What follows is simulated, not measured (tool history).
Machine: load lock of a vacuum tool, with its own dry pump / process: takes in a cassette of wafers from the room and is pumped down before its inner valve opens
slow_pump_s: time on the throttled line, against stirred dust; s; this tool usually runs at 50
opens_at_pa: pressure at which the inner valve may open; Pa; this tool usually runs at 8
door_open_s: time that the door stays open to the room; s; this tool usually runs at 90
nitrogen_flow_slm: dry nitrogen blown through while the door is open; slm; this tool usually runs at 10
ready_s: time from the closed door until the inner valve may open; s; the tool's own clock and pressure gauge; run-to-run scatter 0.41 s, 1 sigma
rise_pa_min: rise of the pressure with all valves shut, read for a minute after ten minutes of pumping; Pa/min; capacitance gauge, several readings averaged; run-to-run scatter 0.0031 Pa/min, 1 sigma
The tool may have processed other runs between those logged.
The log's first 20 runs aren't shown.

| run | day | slow_pump_s | opens_at_pa | door_open_s | nitrogen_flow_slm | incoming humidity of the room's air, % | ready_s | rise_pa_min |
|---|---|---|---|---|---|---|---|---|
| 21 | 75.425 | 50 | 8 | 37 | 10 | 44.6 | 80.0 | 0.087 |
| 22 | 79.092 | 50 | 7 | 131 | 26 | 43.5 | 79.8 | 0.108 |
| 23 | 83.896 | 50 | 9 | 64 | 10 | 46.9 | 78.9 | 0.109 |
| 24 | 88.433 | 50 | 9 | 64 | 10 | 43.3 | 78.7 | 0.106 |
| 25 | 92.775 | 84 | 14 | 90 | 10 | 44.1 | 106.9 | 0.119 |
| 26 | 96.162 | 84 | 14 | 90 | 10 | 47.5 | 107.9 | 0.127 |
| 27 | 100.404 | 84 | 14 | 90 | 10 | 43.1 | 107.9 | 0.125 |
| 28 | 104.162 | 84 | 8 | 137 | 41 | 38.9 | 109.6 | 0.108 |
| 29 | 107.408 | 50 | 8 | 55 | 10 | 43.2 | 79.6 | 0.111 |
| 30 | 110.329 | 50 | 8 | 55 | 10 | 44.1 | 79.9 | 0.111 |
| 31 | 114.979 | 72 | 8 | 96 | 29 | 43.0 | 98.9 | 0.110 |
| 32 | 119.004 | 50 | 6 | 90 | 7 | 48.8 | 80.8 | 0.144 |
| 33 | 123.279 | 50 | 6 | 90 | 7 | 43.0 | 80.6 | 0.135 |
| 34 | 125.775 | 75 | 8 | 227 | 21 | 44.0 | 101.7 | 0.159 |
| 35 | 129.962 | 50 | 7 | 88 | 10 | 44.5 | 79.9 | 0.128 |
| 36 | 134.317 | 50 | 7 | 88 | 10 | 46.8 | 80.0 | 0.136 |
| 37 | 136.662 | 44 | 9 | 185 | 10 | 45.0 | 74.0 | 0.185 |

Each row is a separate what-if for the run after 37, all from the same tool condition, not one after another. Results?
| A | 139.833 | 44 | 9 | 185 | 6 | 45.2 | ? | ? |
| B | 139.833 | 50 | 11 | 90 | 10 | 45.3 | ? | ? |
| C | 139.833 | 50 | 7 | 90 | 10 | 46.6 | ? | ? |
| D | 139.833 | 36 | 8 | 90 | 15 | 43.4 | ? | ? |

| run | ready_s | rise_pa_min |
|---|---|---|
| A | 74.7 | 0.188 |
| B | 78.3 | 0.144 |
| C | 80.5 | 0.142 |
| D | 67.4 | 0.133 |
The same runs, with their run-to-run variation unchanged, on a tool lacking any hidden condition would have given:
| run | ready_s | rise_pa_min |
|---|---|---|
| A | 73.2 | 0.112 |
| B | 76.9 | 0.068 |
| C | 79.0 | 0.065 |
| D | 65.9 | 0.056 |

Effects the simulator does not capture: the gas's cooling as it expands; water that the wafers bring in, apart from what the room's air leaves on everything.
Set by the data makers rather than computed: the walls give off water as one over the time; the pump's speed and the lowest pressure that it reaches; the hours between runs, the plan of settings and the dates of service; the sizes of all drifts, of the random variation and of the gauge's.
